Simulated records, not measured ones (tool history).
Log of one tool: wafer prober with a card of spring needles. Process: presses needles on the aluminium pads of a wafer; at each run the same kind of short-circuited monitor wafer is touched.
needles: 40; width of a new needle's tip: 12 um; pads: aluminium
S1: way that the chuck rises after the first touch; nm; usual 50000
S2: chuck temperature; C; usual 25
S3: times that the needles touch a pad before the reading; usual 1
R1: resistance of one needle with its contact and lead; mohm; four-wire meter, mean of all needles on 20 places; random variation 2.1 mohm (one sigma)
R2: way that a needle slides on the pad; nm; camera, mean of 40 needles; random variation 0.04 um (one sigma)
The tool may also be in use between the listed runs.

| run | hour | S1 | S2 | S3 | R1 | R2 |
|---|---|---|---|---|---|---|
| 1 | 0.0 | 50000 | 25 | 1 | 239 | 11670 |
| 2 | 6.0 | 34000 | 25 | 1 | 240 | 7940 |
| 3 | 10.2 | 34000 | 25 | 1 | 240 | 7980 |
| 4 | 18.9 | 34000 | 25 | 1 | 246 | 7990 |
| 5 | 26.1 | 50000 | 56 | 1 | 241 | 11710 |
| 6 | 33.6 | 50000 | 101 | 1 | 256 | 11650 |
| 7 | 40.5 | 50000 | 25 | 1 | 236 | 11700 |
| 8 | 47.2 | 50000 | 25 | 1 | 236 | 11690 |
| 9 | 56.7 | 50000 | 25 | 2 | 234 | 11640 |
| 10 | 63.9 | 50000 | 25 | 2 | 238 | 11680 |
| 11 | 71.2 | 50000 | 25 | 2 | 237 | 11640 |
| 12 | 78.6 | 50000 | 25 | 1 | 235 | 11580 |
| 13 | 87.9 | 50000 | 25 | 1 | 236 | 11590 |
| 14 | 96.0 | 50000 | 25 | 1 | 240 | 11570 |
| 15 | 104.6 | 50000 | 25 | 1 | 235 | 11520 |
| 16 | 113.4 | 50000 | 25 | 1 | 236 | 11530 |
| 17 | 120.4 | 50000 | 25 | 1 | 237 | 11530 |
| 18 | 125.7 | 50000 | 25 | 1 | 236 | 11550 |
| 19 | 131.2 | 30000 | 57 | 2 | 258 | 6910 |
| 20 | 141.0 | 48000 | 43 | 2 | 240 | 11080 |
| 21 | 146.4 | 48000 | 43 | 2 | 243 | 11010 |
| 22 | 154.5 | 47000 | 92 | 2 | 254 | 10800 |
| 23 | 163.3 | 52000 | 85 | 2 | 253 | 11940 |
| 24 | 167.7 | 46000 | 98 | 3 | 258 | 10570 |
| 25 | 173.1 | 50000 | 27 | 1 | 237 | 11750 |
| 26 | 180.3 | 50000 | 74 | 1 | 248 | 11720 |
| 27 | 187.0 | 50000 | 74 | 1 | 254 | 11730 |
| 28 | 194.9 | 32000 | 74 | 1 | 258 | 7450 |
| 29 | 202.0 | 50000 | 89 | 1 | 252 | 11600 |
| 30 | 210.2 | 34000 | 89 | 1 | 261 | 7930 |
| 31 | 218.0 | 65000 | 91 | 2 | 251 | 15170 |
| 32 | 226.0 | 65000 | 91 | 2 | 251 | 15120 |
| 33 | 234.3 | 65000 | 91 | 2 | 254 | 15080 |
| 34 | 241.3 | 65000 | 91 | 2 | 253 | 15060 |

Taken out of this log: 14 entries between the listed runs. Where each belongs, and how the hidden state differs across it:
Between runs 1 and 2: tips cleaned on abrasive film (hour 3.7)
  debris on the tips, nm: 0.3 -> 0.1; drift of the gauge itself on scrub_um, %: 0 -> -0.08
  measured less the result without the state, R2: +0 -> -10 nm
Between runs 4 and 5: tips cleaned on abrasive film (hour 25.1)
  debris on the tips, nm: 0.3 -> 0; drift of the gauge itself on scrub_um, %: -0.25 -> -0.34
  measured less the result without the state, R2: -20 -> -40 nm
Between runs 7 and 8: tips cleaned on abrasive film (hour 46.5)
  debris on the tips, nm: 0.3 -> 0; drift of the gauge itself on scrub_um, %: -0.53 -> -0.62
  measured less the result without the state, R2: -70 -> -80 nm
Between runs 10 and 11: tips cleaned on abrasive film (hour 68.0)
  debris on the tips, nm: 0.3 -> 0.1; drift of the gauge itself on scrub_um, %: -0.84 -> -0.93
  measured less the result without the state, R2: -100 -> -110 nm
Between runs 13 and 14: tips cleaned on abrasive film (hour 89.3)
  debris on the tips, nm: 0.3 -> 0.2; drift of the gauge itself on scrub_um, %: -1.15 -> -1.26
  measured less the result without the state, R2: -140 -> -150 nm
Between runs 15 and 16: tips cleaned on abrasive film (hour 110.7)
  debris on the tips, nm: 0.3 -> 0.1; way that the needles fall short of the set height, um: 0 -> 0.01; drift of the gauge itself on scrub_um, %: -1.37 -> -1.48
  measured less the result without the state, R2: -160 -> -170 nm
Between runs 19 and 20: tips cleaned on abrasive film (hour 131.8)
  debris on the tips, nm: 0.3 -> 0.2; drift of the gauge itself on scrub_um, %: -1.72 -> -1.84
  measured less the result without the state, R2: -120 -> -210 nm
Between runs 20 and 21: height of the first contact set anew (hour 143.5)
  debris on the tips, nm: 0.2 -> 0.3; way that the needles fall short of the set height, um: 0.01 -> 0; drift of the gauge itself on scrub_um, %: -1.84 -> -1.91
  measured less the result without the state, R2: -210 -> -220 nm
Between runs 21 and 22: tips cleaned on abrasive film (hour 153.3)
  debris on the tips, nm: 0.3 -> 0.1; drift of the gauge itself on scrub_um, %: -1.91 -> -2.02
  measured less the result without the state, R2: -220 -> -230 nm
Between runs 24 and 25: gauge calibrated (hour 170.8)
  drift of the gauge itself on scrub_um, %: -2.19 -> -0.03
  measured less the result without the state, R2: -240 -> +0 nm
Between runs 25 and 26: tips cleaned on abrasive film (hour 174.6)
  debris on the tips, nm: 0.3 -> 0.1; drift of the gauge itself on scrub_um, %: -0.03 -> -0.12
  measured less the result without the state, R2: +0 -> -20 nm
Between runs 28 and 29: tips cleaned on abrasive film (hour 195.6)
  debris on the tips, nm: 0.3 -> 0.1; drift of the gauge itself on scrub_um, %: -0.32 -> -0.41
  measured less the result without the state, R2: -20 -> -50 nm
Between runs 30 and 31: tips cleaned on abrasive film (hour 217.2)
  debris on the tips, nm: 0.2 -> 0; drift of the gauge itself on scrub_um, %: -0.52 -> -0.62
  measured less the result without the state, R2: -40 -> -90 nm
Between runs 33 and 34: tips cleaned on abrasive film (hour 238.8)
  debris on the tips, nm: 0.3 -> 0.1; drift of the gauge itself on scrub_um, %: -0.83 -> -0.92
  measured less the result without the state, R2: -130 -> -140 nm
